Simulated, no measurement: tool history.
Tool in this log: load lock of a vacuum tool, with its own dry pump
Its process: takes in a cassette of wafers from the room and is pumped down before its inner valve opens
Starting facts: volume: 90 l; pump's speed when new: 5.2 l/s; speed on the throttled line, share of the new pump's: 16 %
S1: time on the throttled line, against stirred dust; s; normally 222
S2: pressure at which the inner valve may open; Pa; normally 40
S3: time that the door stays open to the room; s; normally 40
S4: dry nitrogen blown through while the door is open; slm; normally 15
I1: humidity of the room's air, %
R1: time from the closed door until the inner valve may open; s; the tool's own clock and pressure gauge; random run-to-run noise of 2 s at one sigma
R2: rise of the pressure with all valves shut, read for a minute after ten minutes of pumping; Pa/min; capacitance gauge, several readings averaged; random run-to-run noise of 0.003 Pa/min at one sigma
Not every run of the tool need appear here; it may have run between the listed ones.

{"run": 1, "hour": 0.0, "S1": 222, "S2": 40, "S3": 40, "S4": 15, "I1": 44.6, "R1": 323.9, "R2": 0.687}
{"run": 2, "hour": 226.4, "S1": 222, "S2": 40, "S3": 40, "S4": 15, "I1": 45.1, "R1": 328.6, "R2": 0.717}
{"run": 3, "hour": 458.0, "S1": 222, "S2": 40, "S3": 40, "S4": 15, "I1": 45.6, "R1": 329.5, "R2": 0.717}
{"run": 4, "hour": 730.6, "S1": 222, "S2": 40, "S3": 40, "S4": 15, "I1": 40.8, "R1": 327.5, "R2": 0.741}
{"run": 5, "hour": 984.3, "S1": 222, "S2": 40, "S3": 40, "S4": 15, "I1": 45.4, "R1": 329.1, "R2": 0.754}
{"hour": 1168.3, "done": "door's seal changed, seat wiped"}
{"run": 6, "hour": 1234.2, "S1": 222, "S2": 40, "S3": 40, "S4": 15, "I1": 46.4, "R1": 327.7, "R2": 0.02}
{"run": 7, "hour": 1685.0, "S1": 222, "S2": 40, "S3": 40, "S4": 15, "I1": 44.7, "R1": 331.3, "R2": 0.031}
{"run": 8, "hour": 1948.7, "S1": 222, "S2": 40, "S3": 40, "S4": 15, "I1": 45.9, "R1": 331.2, "R2": 0.029}
{"run": 9, "hour": 2274.6, "S1": 194, "S2": 39, "S3": 29, "S4": 26, "I1": 44.7, "R1": 313.9, "R2": 0.029}
{"run": 10, "hour": 2712.1, "S1": 252, "S2": 46, "S3": 29, "S4": 7, "I1": 45.0, "R1": 356.7, "R2": 0.048}
{"run": 11, "hour": 3062.1, "S1": 134, "S2": 46, "S3": 46, "S4": 11, "I1": 48.2, "R1": 257.2, "R2": 0.048}
{"run": 12, "hour": 3362.2, "S1": 166, "S2": 51, "S3": 129, "S4": 15, "I1": 41.4, "R1": 278.2, "R2": 0.06}
{"run": 13, "hour": 3756.4, "S1": 166, "S2": 51, "S3": 129, "S4": 15, "I1": 45.7, "R1": 281.1, "R2": 0.068}
{"run": 14, "hour": 4036.0, "S1": 166, "S2": 51, "S3": 98, "S4": 24, "I1": 42.7, "R1": 283.3, "R2": 0.066}

Here are 4 independent what-if runs from the current tool condition. What would each one return?
{"run": "A", "hour": 4349.3, "S1": 166, "S2": 51, "S3": 26, "S4": 24, "I1": 41.5, "R1": "?", "R2": "?"}
{"run": "B", "hour": 4349.3, "S1": 166, "S2": 48, "S3": 45, "S4": 24, "I1": 47.7, "R1": "?", "R2": "?"}
{"run": "C", "hour": 4349.3, "S1": 166, "S2": 37, "S3": 98, "S4": 16, "I1": 48.1, "R1": "?", "R2": "?"}
{"run": "D", "hour": 4349.3, "S1": 383, "S2": 51, "S3": 41, "S4": 24, "I1": 43.3, "R1": "?", "R2": "?"}

run=A R1=282.6 R2=0.062
run=B R1=283.0 R2=0.067
run=C R1=288.4 R2=0.079
run=D R1=460.3 R2=0.063
With no hidden state in the tool, these same runs would have given:
run=A R1=271.2 R2=0.012
run=B R1=271.2 R2=0.018
run=C R1=276.4 R2=0.029
run=D R1=452.7 R2=0.014
